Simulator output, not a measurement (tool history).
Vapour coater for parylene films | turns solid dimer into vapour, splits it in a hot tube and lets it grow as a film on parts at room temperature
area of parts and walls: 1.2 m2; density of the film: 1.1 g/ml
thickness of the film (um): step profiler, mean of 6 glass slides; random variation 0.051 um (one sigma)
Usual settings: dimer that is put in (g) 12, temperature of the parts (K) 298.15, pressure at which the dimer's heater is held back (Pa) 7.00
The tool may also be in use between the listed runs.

run,hour,dimer that is put in (g),temperature of the parts (K),pressure at which the dimer's heater is held back (Pa),thickness of the film (um)
1,0.0,12,298.15,7.00,5.56
2,24.9,12,298.15,7.00,5.62
3,50.8,12,298.15,7.00,5.54
4,77.6,12,298.15,7.00,5.44
5,91.6,12,298.15,7.00,5.43
6,117.3,12,298.15,2.39,6.46
7,146.2,12,298.15,2.39,6.46
8,163.9,12,298.15,2.39,6.39
9,180.0,12,298.15,2.39,6.23
10,203.2,12,298.15,2.39,6.28
11,227.4,12,296.15,2.39,6.68
12,244.0,12,296.15,2.39,6.69
13,268.8,12,296.15,2.39,6.66
14,297.0,12,296.15,2.39,6.57
15,326.9,12,298.15,7.00,5.05
16,346.8,5,298.15,7.00,2.14
# hour 361.5: trap's valve overhauled
17,379.2,5,298.15,7.00,2.41
18,397.5,12,298.15,7.00,5.78
19,414.7,12,297.15,7.00,5.88
20,435.1,12,298.15,7.00,5.78
21,467.9,12,298.15,7.00,5.66
22,486.2,12,298.15,7.00,5.75
23,511.4,12,292.15,7.00,6.81
24,532.0,12,292.15,4.80,7.28
25,560.1,13,307.15,9.04,4.24
26,580.3,9,291.15,8.96,5.08
27,598.0,5,291.15,11.14,2.73
28,625.8,14,298.15,7.00,6.47
29,649.9,20,303.15,2.64,9.02
30,669.5,17,303.15,2.05,7.88
31,702.5,17,303.15,2.05,7.95
32,736.3,12,303.15,2.05,5.47
33,763.9,12,293.15,8.84,5.93
34,785.5,22,292.15,2.25,14.20
35,800.1,22,292.15,2.25,14.20
36,817.6,22,292.15,4.27,12.70
37,839.2,22,292.15,4.27,12.56
38,868.6,5,309.15,9.24,1.41
39,885.0,12,298.15,4.10,5.54
40,903.9,12,304.15,4.10,4.50
41,928.3,12,304.15,4.10,4.50
42,943.3,16,305.15,4.10,5.75
# hour 973.7: trap's valve overhauled
43,979.9,16,305.15,4.10,6.50
44,1001.5,6,301.15,4.53,2.80
45,1029.5,6,295.15,2.45,3.75
46,1064.0,5,292.15,7.83,2.81
47,1088.9,5,292.15,7.83,2.80

Measured less the same run without the tool's hidden state. The same run-to-run variation is in both; the gauge's scatter may not be:
The hidden state here: vapour lost through the trap's worn valve, %; true temperature of the parts over the reading, C; drift of the gauge itself on film_um, %.
run,thickness of the film (um)
1,-0.32
2,-0.36
3,-0.39
4,-0.42
5,-0.45
6,-0.58
7,-0.63
8,-0.65
9,-0.67
10,-0.71
11,-0.80
12,-0.83
13,-0.88
14,-0.93
15,-0.76
16,-0.34
17,-0.04
18,-0.11
19,-0.14
20,-0.16
21,-0.21
22,-0.24
23,-0.33
24,-0.39
25,-0.26
26,-0.34
27,-0.20
28,-0.50
29,-0.76
30,-0.70
31,-0.78
32,-0.59
33,-0.68
34,-1.72
35,-1.79
36,-1.65
37,-1.72
38,-0.20
39,-0.84
40,-0.71
41,-0.75
42,-0.97
43,-0.14
44,-0.08
45,-0.13
46,-0.12
47,-0.13
